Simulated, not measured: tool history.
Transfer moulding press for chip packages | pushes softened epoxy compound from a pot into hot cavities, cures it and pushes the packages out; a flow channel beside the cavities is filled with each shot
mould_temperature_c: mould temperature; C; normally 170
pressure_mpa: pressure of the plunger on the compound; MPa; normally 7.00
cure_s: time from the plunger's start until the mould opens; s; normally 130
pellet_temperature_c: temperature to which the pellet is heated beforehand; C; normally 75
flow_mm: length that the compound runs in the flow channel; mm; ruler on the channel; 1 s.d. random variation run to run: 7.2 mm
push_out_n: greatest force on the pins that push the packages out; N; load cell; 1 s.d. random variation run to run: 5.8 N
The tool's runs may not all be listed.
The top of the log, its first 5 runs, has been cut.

| run | day | mould_temperature_c | pressure_mpa | cure_s | pellet_temperature_c | incoming compound's hours out of the cold store | flow_mm | push_out_n |
|---|---|---|---|---|---|---|---|---|
| 6 | 2.288 | 170 | 7.00 | 157 | 75 | 26.8 | 706 | 382 |
|  | 2.383 | cavities cleaned with cleaning compound and waxed, once more |
| 7 | 3.054 | 170 | 6.70 | 157 | 75 | 34.5 | 669 | 209 |
| 8 | 3.533 | 170 | 7.00 | 130 | 75 | 15.5 | 724 | 299 |
| 9 | 3.962 | 170 | 7.00 | 145 | 75 | 18.4 | 719 | 259 |
| 10 | 4.575 | 170 | 7.00 | 113 | 75 | 27.9 | 686 | 443 |
| 11 | 4.967 | 170 | 7.00 | 114 | 75 | 26.5 | 694 | 442 |
|  | 5.404 | plunger's sealing rings changed |
| 12 | 5.404 | 174 | 7.00 | 114 | 75 | 32.7 | 771 | 348 |
| 13 | 5.883 | 170 | 7.00 | 140 | 75 | 19.9 | 815 | 333 |
|  | 6.042 | cavities cleaned with cleaning compound and waxed |
| 14 | 6.454 | 170 | 7.00 | 140 | 75 | 33.8 | 763 | 218 |
| 15 | 6.983 | 170 | 7.00 | 140 | 70 | 35.4 | 761 | 248 |
| 16 | 7.629 | 170 | 7.00 | 130 | 74 | 27.6 | 786 | 290 |
| 17 | 8.283 | 166 | 7.00 | 146 | 75 | 33.6 | 777 | 339 |
| 18 | 8.958 | 176 | 8.35 | 130 | 75 | 37.1 | 808 | 280 |
| 19 | 9.292 | 168 | 7.00 | 127 | 74 | 35.7 | 771 | 435 |
|  | 9.621 | cavities cleaned with cleaning compound and waxed |
| 20 | 10.017 | 168 | 7.00 | 127 | 74 | 11.0 | 839 | 309 |
| 21 | 10.721 | 168 | 7.00 | 127 | 74 | 26.6 | 792 | 328 |
| 22 | 11.208 | 166 | 6.48 | 162 | 73 | 26.5 | 757 | 265 |
| 23 | 11.650 | 166 | 6.48 | 162 | 73 | 10.3 | 810 | 301 |
| 24 | 12.288 | 172 | 7.19 | 130 | 77 | 16.5 | 832 | 329 |
| 25 | 12.829 | 170 | 7.00 | 159 | 74 | 34.7 | 762 | 292 |
|  | 13.183 | cavities cleaned with cleaning compound and waxed |
| 26 | 13.233 | 170 | 7.00 | 159 | 74 | 35.0 | 748 | 168 |
| 27 | 13.817 | 171 | 7.94 | 138 | 76 | 25.3 | 827 | 224 |
| 28 | 14.258 | 168 | 5.34 | 165 | 83 | 15.2 | 708 | 237 |
| 29 | 14.583 | 172 | 5.34 | 114 | 83 | 34.9 | 655 | 320 |
| 30 | 14.896 | 166 | 5.65 | 130 | 75 | 12.6 | 746 | 413 |

Alternative continuations, all from the tool just after run 30; predict every row:
| A | 15.429 | 177 | 5.65 | 130 | 75 | 47.8 | ? | ? |
| B | 15.429 | 170 | 8.40 | 137 | 71 | 36.3 | ? | ? |
| C | 15.429 | 166 | 5.86 | 130 | 75 | 41.0 | ? | ? |

| run | flow_mm | push_out_n |
|---|---|---|
| A | 631 | 259 |
| B | 827 | 305 |
| C | 682 | 428 |
What these runs would have given with no unlogged condition in the tool:
| run | flow_mm | push_out_n |
|---|---|---|
| A | 646 | 168 |
| B | 847 | 190 |
| C | 698 | 264 |
